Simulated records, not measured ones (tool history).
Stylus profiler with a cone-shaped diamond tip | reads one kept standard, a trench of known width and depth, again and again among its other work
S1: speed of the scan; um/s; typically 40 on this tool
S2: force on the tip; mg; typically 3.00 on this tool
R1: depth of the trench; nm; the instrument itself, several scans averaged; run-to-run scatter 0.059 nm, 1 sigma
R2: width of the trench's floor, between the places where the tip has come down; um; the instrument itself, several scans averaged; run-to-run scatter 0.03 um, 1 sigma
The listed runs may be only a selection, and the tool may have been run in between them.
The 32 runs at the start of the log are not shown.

{"run": 33, "hour": 544.5, "S1": 114, "S2": 6.81, "R1": 202.27, "R2": 47.1}
{"run": 34, "hour": 565.4, "S1": 114, "S2": 6.81, "R1": 202.22, "R2": 47.06}
{"run": 35, "hour": 578.6, "S1": 58, "S2": 5.09, "R1": 201.89, "R2": 47.12}
{"run": 36, "hour": 589.7, "S1": 58, "S2": 5.09, "R1": 201.74, "R2": 47.11}
{"run": 37, "hour": 605.1, "S1": 58, "S2": 5.09, "R1": 201.86, "R2": 47.11}
{"run": 38, "hour": 618.6, "S1": 18, "S2": 6.02, "R1": 202.04, "R2": 47.16}
{"run": 39, "hour": 633.1, "S1": 18, "S2": 6.02, "R1": 201.97, "R2": 47.15}
{"run": 40, "hour": 657.5, "S1": 40, "S2": 1.71, "R1": 200.83, "R2": 47.07}
{"run": 41, "hour": 680.6, "S1": 40, "S2": 1.71, "R1": 200.92, "R2": 47.08}
{"run": 42, "hour": 696.2, "S1": 30, "S2": 5.4, "R1": 201.94, "R2": 47.17}
{"run": 43, "hour": 714.1, "S1": 28, "S2": 1.0, "R1": 200.61, "R2": 47.13}
{"run": 44, "hour": 732.1, "S1": 50, "S2": 1.51, "R1": 200.81, "R2": 47.06}
{"run": 45, "hour": 742.3, "S1": 50, "S2": 1.51, "R1": 200.74, "R2": 47.05}
{"run": 46, "hour": 760.5, "S1": 40, "S2": 1.03, "R1": 200.61, "R2": 47.07}

Below are 5 alternative next runs, each starting from the tool's condition after run 46. Predict each:
{"run": "A", "hour": 782.6, "S1": 19, "S2": 3.0, "R1": "?", "R2": "?"}
{"run": "B", "hour": 782.6, "S1": 132, "S2": 1.97, "R1": "?", "R2": "?"}
{"run": "C", "hour": 782.6, "S1": 64, "S2": 2.49, "R1": "?", "R2": "?"}
{"run": "D", "hour": 782.6, "S1": 42, "S2": 6.1, "R1": "?", "R2": "?"}
{"run": "E", "hour": 782.6, "S1": 42, "S2": 4.42, "R1": "?", "R2": "?"}

run=A R1=201.27 R2=47.16
run=B R1=200.94 R2=46.98
run=C R1=201.20 R2=47.05
run=D R1=202.10 R2=47.13
run=E R1=201.65 R2=47.13
The same runs, with their run-to-run variation unchanged, on a tool lacking any hidden condition would have given:
run=A R1=201.27 R2=47.16
run=B R1=200.93 R2=46.99
run=C R1=201.20 R2=47.05
run=D R1=202.09 R2=47.14
run=E R1=201.64 R2=47.14

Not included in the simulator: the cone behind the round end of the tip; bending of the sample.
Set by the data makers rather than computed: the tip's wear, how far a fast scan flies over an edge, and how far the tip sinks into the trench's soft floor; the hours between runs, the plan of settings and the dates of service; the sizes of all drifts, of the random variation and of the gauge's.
